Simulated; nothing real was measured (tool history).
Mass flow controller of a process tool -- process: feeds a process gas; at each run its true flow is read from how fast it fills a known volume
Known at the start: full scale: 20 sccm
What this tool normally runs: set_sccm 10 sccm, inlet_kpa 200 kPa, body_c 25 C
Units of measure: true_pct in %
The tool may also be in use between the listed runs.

run	day	set_sccm	inlet_kpa	body_c	true_pct
1	0	10	200	25	98.52
2	11.296	10	200	25	98.41
3	28.929	10	200	25	98.42
4	41.983	10	200	25	98.31
5	64.229	10	200	25	98.14
6	79.912	10	200	25	98.06
7	89.692	10	200	25	98.11
8	104.471	10	200	25	97.99
9	118.421	10	200	25	97.71
10	136.617	10	200	25	97.73
11	159.246	10	200	25	97.59
12	180.896	10	200	25	97.52
13	190.817	10	200	25	97.55
14	211.304	10	230	25	97.11
# day 213.288: controller's zero set anew
15	228.233	10	230	25	97.29
16	244.054	10	230	25	97.13
17	262.233	10	200	25	97.16
18	281.133	10	200	25	97.05
19	290.75	10	279	25	96.51
20	303.358	10	279	25	96.43
# day 308.225: controller's zero set anew, once more
21	313.283	10	279	25	95.31
22	323.2	10	279	25	95.17
23	335.908	10	175	25	95.99
24	357.725	6	233	38	96.21
# day 362.85: controller exchanged for a calibrated one
25	377.933	6	246	30	99.08
26	387.208	4	239	30	98.85
27	402.938	4	235	30	98.86
28	415.396	10	171	25	99.17
29	431.354	15	165	26	99.68
30	446.162	16	221	33	99.79
31	457.529	4	273	29	98.38
32	469.938	18	163	21	99.04
33	483.075	10	176	28	98.96
34	493.5	17	200	33	99.71
35	507.275	17	200	33	99.7
36	519.879	17	200	33	99.4
37	541.1	17	200	33	99.3
38	559.192	17	200	33	99.07
39	577.096	17	224	29	98.51
40	596.062	17	224	29	98.54

Branching from run 40: 5 alternative next runs. What would each branch give?
A	614.975	15	200	36	?
B	614.975	13	224	29	?
C	614.975	10	267	25	?
D	614.975	5	200	21	?
E	614.975	6	205	29	?

run	true_pct
A	98.99
B	98.06
C	97.32
D	97.49
E	97.94
The same runs, with their run-to-run variation unchanged, on a tool lacking any hidden condition would have given:
run	true_pct
A	100.58
B	99.6
C	98.76
D	98.52
E	99.11
